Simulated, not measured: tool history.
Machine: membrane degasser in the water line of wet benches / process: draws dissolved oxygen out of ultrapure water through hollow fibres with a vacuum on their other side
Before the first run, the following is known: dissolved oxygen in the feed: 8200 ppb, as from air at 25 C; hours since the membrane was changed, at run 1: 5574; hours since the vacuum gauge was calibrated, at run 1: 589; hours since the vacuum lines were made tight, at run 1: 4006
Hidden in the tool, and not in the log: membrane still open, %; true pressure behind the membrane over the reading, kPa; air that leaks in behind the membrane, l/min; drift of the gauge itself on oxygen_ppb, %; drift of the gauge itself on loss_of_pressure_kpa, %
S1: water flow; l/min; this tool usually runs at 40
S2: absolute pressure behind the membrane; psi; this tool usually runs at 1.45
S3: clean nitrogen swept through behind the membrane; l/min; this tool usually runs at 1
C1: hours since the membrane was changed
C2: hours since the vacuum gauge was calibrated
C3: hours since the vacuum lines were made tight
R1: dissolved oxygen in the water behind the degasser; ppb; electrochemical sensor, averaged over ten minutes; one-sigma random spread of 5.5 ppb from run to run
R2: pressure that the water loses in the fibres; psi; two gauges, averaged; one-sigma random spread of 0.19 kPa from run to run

{"run": 1, "hour": 0.0, "S1": 40, "S2": 1.45, "S3": 1, "C1": 5574, "C2": 589, "C3": 4006, "R1": 553, "R2": 5.746}
{"run": 2, "hour": 98.2, "S1": 40, "S2": 1.45, "S3": 1, "C1": 5672, "C2": 687, "C3": 4104, "R1": 554, "R2": 5.761}
{"run": 3, "hour": 200.3, "S1": 40, "S2": 1.45, "S3": 1, "C1": 5774, "C2": 789, "C3": 4206, "R1": 554.8, "R2": 5.746}
{"run": 4, "hour": 328.9, "S1": 40, "S2": 1.45, "S3": 1, "C1": 5902, "C2": 918, "C3": 4334, "R1": 546.1, "R2": 5.761}
{"run": 5, "hour": 394.1, "S1": 40, "S2": 1.1, "S3": 1, "C1": 5968, "C2": 983, "C3": 4400, "R1": 367.5, "R2": 5.773}
{"run": 6, "hour": 454.0, "S1": 32, "S2": 1.1, "S3": 1, "C1": 6028, "C2": 1043, "C3": 4460, "R1": 296.7, "R2": 4.606}
{"run": 7, "hour": 572.3, "S1": 49, "S2": 1.45, "S3": 1, "C1": 6146, "C2": 1161, "C3": 4578, "R1": 647.6, "R2": 7.079}
{"run": 8, "hour": 648.4, "S1": 49, "S2": 1.45, "S3": 1, "C1": 6222, "C2": 1237, "C3": 4654, "R1": 658.7, "R2": 7.04}
{"run": 9, "hour": 771.6, "S1": 45, "S2": 1.45, "S3": 1, "C1": 6345, "C2": 1361, "C3": 4777, "R1": 611.8, "R2": 6.448}
{"run": 10, "hour": 898.6, "S1": 40, "S2": 1.45, "S3": 1, "C1": 6472, "C2": 1488, "C3": 4904, "R1": 537.2, "R2": 5.742}
{"run": 11, "hour": 978.9, "S1": 40, "S2": 1.45, "S3": 1.13, "C1": 6552, "C2": 1568, "C3": 4985, "R1": 502.1, "R2": 5.745}
{"run": 12, "hour": 1067.5, "S1": 37, "S2": 1.45, "S3": 1, "C1": 6641, "C2": 1657, "C3": 5073, "R1": 508.3, "R2": 5.342}
{"run": 13, "hour": 1205.7, "S1": 37, "S2": 2.67, "S3": 1, "C1": 6779, "C2": 1795, "C3": 5211, "R1": 1042.5, "R2": 5.311}
{"run": 14, "hour": 1334.6, "S1": 37, "S2": 2.67, "S3": 1, "C1": 6908, "C2": 1924, "C3": 5340, "R1": 1053, "R2": 5.24}
{"run": 15, "hour": 1447.9, "S1": 40, "S2": 3.45, "S3": 0.88, "C1": 7021, "C2": 2037, "C3": 5454, "R1": 1578.4, "R2": 5.739}
{"run": 16, "hour": 1534.8, "S1": 40, "S2": 3.45, "S3": 0.88, "C1": 7108, "C2": 2124, "C3": 5540, "R1": 1590, "R2": 5.712}
{"run": 17, "hour": 1661.4, "S1": 36, "S2": 3.45, "S3": 0.71, "C1": 7235, "C2": 2250, "C3": 5667, "R1": 1669, "R2": 5.095}
{"run": 18, "hour": 1735.3, "S1": 36, "S2": 3.45, "S3": 0.71, "C1": 7309, "C2": 2324, "C3": 5741, "R1": 1682.9, "R2": 5.162}
{"run": 19, "hour": 1809.7, "S1": 40, "S2": 2.47, "S3": 1, "C1": 7383, "C2": 2399, "C3": 5815, "R1": 1004.6, "R2": 5.732}
{"hour": 1885.7, "done": "seals of the vacuum lines changed"}
{"run": 20, "hour": 1908.1, "S1": 40, "S2": 2.47, "S3": 0.56, "C1": 7480, "C2": 2495, "C3": 22, "R1": 1495.9, "R2": 5.726}
{"run": 21, "hour": 2005.1, "S1": 40, "S2": 2.47, "S3": 0.56, "C1": 7577, "C2": 2592, "C3": 119, "R1": 1501.9, "R2": 5.703}
{"run": 22, "hour": 2085.6, "S1": 53, "S2": 2.49, "S3": 2.85, "C1": 7657, "C2": 2673, "C3": 200, "R1": 629.5, "R2": 7.546}
{"run": 23, "hour": 2187.4, "S1": 61, "S2": 2.49, "S3": 2.55, "C1": 7759, "C2": 2775, "C3": 302, "R1": 797.7, "R2": 8.614}
{"run": 24, "hour": 2244.2, "S1": 61, "S2": 1.29, "S3": 0.51, "C1": 7816, "C2": 2831, "C3": 359, "R1": 1021.5, "R2": 8.662}

5 ways to go on from here, each from the tool as it stands after run 24. What would each give?
{"run": "A", "hour": 2347.5, "S1": 28, "S2": 3.55, "S3": 1.88, "C1": 7919, "C2": 2935, "C3": 462, "R1": "?", "R2": "?"}
{"run": "B", "hour": 2347.5, "S1": 54, "S2": 1.54, "S3": 0.44, "C1": 7919, "C2": 2935, "C3": 462, "R1": "?", "R2": "?"}
{"run": "C", "hour": 2347.5, "S1": 33, "S2": 3.52, "S3": 1, "C1": 7919, "C2": 2935, "C3": 462, "R1": "?", "R2": "?"}
{"run": "D", "hour": 2347.5, "S1": 61, "S2": 0.91, "S3": 0.51, "C1": 7919, "C2": 2935, "C3": 462, "R1": "?", "R2": "?"}
{"run": "E", "hour": 2347.5, "S1": 34, "S2": 2.13, "S3": 2.08, "C1": 7919, "C2": 2935, "C3": 462, "R1": "?", "R2": "?"}

run=A R1=679.1 R2=3.962
run=B R1=1233.1 R2=7.658
run=C R1=1269.3 R2=4.686
run=D R1=624.4 R2=8.598
run=E R1=425 R2=4.785
Without the tool's hidden state the same runs would have given:
run=A R1=678.8 R2=4.044
run=B R1=1231.5 R2=7.816
run=C R1=1268.8 R2=4.783
run=D R1=622.4 R2=8.775
run=E R1=424.6 R2=4.883

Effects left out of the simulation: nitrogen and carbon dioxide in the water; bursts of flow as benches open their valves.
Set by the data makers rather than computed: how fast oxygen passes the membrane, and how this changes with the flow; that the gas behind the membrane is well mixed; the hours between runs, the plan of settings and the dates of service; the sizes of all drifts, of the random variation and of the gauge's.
